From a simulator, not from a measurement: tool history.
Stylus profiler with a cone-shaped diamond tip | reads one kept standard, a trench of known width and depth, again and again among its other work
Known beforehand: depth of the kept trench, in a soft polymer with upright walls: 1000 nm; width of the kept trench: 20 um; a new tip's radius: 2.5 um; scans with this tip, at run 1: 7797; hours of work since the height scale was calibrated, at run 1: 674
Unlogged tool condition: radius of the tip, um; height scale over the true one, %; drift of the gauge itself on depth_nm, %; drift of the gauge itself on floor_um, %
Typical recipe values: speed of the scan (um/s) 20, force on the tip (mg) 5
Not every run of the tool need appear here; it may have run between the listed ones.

run	hour	speed of the scan (um/s)	force on the tip (mg)	scans with this tip	hours of work since the height scale was calibrated	depth of the trench (Å)	width of the trench's floor (um)
1	0	20	5	7797	674	10259.9	14.02
2	18.2	17	5	7904	684	10261.7	14.01
3	33	17	5	7991	691	10257.4	13.99
4	44.9	17	1.94	8061	697	10128.5	13.92
5	60.1	33	5	8150	705	10261.6	13.92
6	69.4	33	5	8205	710	10259.7	13.92
7	78.2	20	1.87	8256	714	10122.6	13.88
8	85.9	72	5	8302	718	10262.8	13.76
9	93.9	63	5	8348	722	10260.3	13.76
10	108.7	63	5	8435	730	10259.6	13.77
11	119.6	63	5	8500	735	10260.1	13.78
12	136.9	63	5	8601	744	10258.8	13.75
13	153.4	9	5	8698	752	10260.8	13.86
14	163	9	5	8754	757	10260.4	13.82
15	179.2	20	5	8849	765	10257.3	13.83
16	194.7	20	5	8941	773	10260.6	13.82
17	205.8	20	5	9006	779	10262.1	13.74
18	217	20	5	9072	785	10258.3	13.82
19	227.6	10	5	9134	790	10255.1	13.71
20	240.4	10	1.96	9209	797	10128.5	13.73
21	251.2	10	1.96	9272	802	10123	13.72
22	267.4	6	5	9367	810	10256.7	13.68
23	276.7	20	3.76	9422	815	10205.7	13.64
24	290.4	9	3.94	9503	822	10215.5	13.63
25	304	5	12.27	9583	829	10486.4	13.67
26	322.8	7	5.52	9693	838	10274.5	13.6
27	336.4	5	11.11	9772	845	10451.4	13.6
# hour 338.6: height scale calibrated on a step standard
28	354.2	5	11.11	9874	8	10447.9	13.61
29	367.5	62	11.11	9952	15	10449.4	13.48
30	384.5	14	12.99	10052	23	10509	13.59
31	397	17	6.39	10125	30	10302.3	13.55
32	406.6	17	6.39	10182	35	10300.4	13.53
33	419.4	67	5.38	10257	41	10263	13.38
34	431	20	5.94	10326	47	10284.1	13.48
# hour 435: height scale calibrated on a step standard, once more
35	449.9	46	6.8	10433	8	10342.3	13.4
36	464	68	2.25	10516	15	10163.2	13.26
37	478.5	20	1.75	10602	22	10135	13.45
38	494.9	73	13.11	10698	30	10531.2	13.3
39	507.3	12	3.78	10771	37	10228.9	13.37
40	521.5	12	3.78	10854	44	10231.9	13.4
41	535.3	12	3.78	10935	51	10226.8	13.34
42	551.6	35	5.3	11031	59	10285.2	13.29
43	563.8	35	5.3	11102	65	10289.8	13.32
44	572.1	7	9.55	11151	70	10431.1	13.36
45	586.2	9	8.41	11234	77	10391.4	13.35
46	597.6	65	9.32	11301	83	10418.5	13.24

Hidden state or all else? Some run-to-run changes of depth of the trench (Å), split into what the settings, what came in and random variation would give without the hidden state, and what is left for the hidden state (with any gauge scatter that isn't in both results):
Run 24 -> 25: speed of the scan (um/s) 9 -> 5, force on the tip (mg) 3.94 -> 12.27. depth of the trench (Å) +270.9: hidden state -0.8, all else +271.7.
Run 27 -> 28: height scale calibrated on a step standard. depth of the trench (Å) -3.5: hidden state -4.5, all else +1.
Run 34 -> 35: speed of the scan (um/s) 20 -> 46, force on the tip (mg) 5.94 -> 6.8, height scale calibrated on a step standard, once more. depth of the trench (Å) +58.2: hidden state +27.5, all else +30.7.
Run 37 -> 38: speed of the scan (um/s) 20 -> 73, force on the tip (mg) 1.75 -> 13.11. depth of the trench (Å) +396.2: hidden state -0.4, all else +396.6.
Run 38 -> 39: speed of the scan (um/s) 73 -> 12, force on the tip (mg) 13.11 -> 3.78. depth of the trench (Å) -302.3: hidden state -0.1, all else -302.2.

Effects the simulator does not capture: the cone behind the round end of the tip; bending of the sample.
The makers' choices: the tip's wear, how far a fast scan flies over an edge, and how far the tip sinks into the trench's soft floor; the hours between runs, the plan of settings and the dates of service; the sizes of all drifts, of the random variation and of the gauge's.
